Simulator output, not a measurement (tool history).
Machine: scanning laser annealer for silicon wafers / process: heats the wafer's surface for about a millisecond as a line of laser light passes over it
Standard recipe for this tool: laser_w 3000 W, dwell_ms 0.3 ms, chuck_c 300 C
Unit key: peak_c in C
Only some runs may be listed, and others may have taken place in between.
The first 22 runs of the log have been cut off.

run,hour,laser_w,dwell_ms,chuck_c,peak_c
23,250.5,3000,0.3,300,1114
24,267.7,3168,0.218,280,1001
25,281,3000,0.244,300,1020
26,296.1,3000,0.261,270,1020
27,310.7,3000,0.261,270,1018
28,326.3,3000,0.261,270,1019
29,337.3,3000,0.261,270,1018
30,346.8,2777,0.319,338,1106
31,361.4,2569,0.3,306,983
32,374.1,3281,0.287,326,1203
33,387.6,3152,0.212,326,1031
34,403.5,2662,0.244,270,894
35,414,2726,0.257,331,991
36,423.4,2580,0.253,300,916
37,434.3,2899,0.231,291,961
38,451.7,3000,0.33,304,1162
39,462.9,3040,0.253,300,1045
40,472.2,2781,0.3,300,1042
41,488.1,2781,0.3,300,1041

3 ways to go on from here, each from the tool as it stands after run 41. What would each give?
A,496.3,2817,0.3,300,?
B,496.3,3181,0.3,332,?
C,496.3,3184,0.34,330,?

run,peak_c
A,1052
B,1200
C,1263
Take away the tool's hidden state, keep each run's random variation, and the runs would have read:
run,peak_c
A,1070
B,1221
C,1285

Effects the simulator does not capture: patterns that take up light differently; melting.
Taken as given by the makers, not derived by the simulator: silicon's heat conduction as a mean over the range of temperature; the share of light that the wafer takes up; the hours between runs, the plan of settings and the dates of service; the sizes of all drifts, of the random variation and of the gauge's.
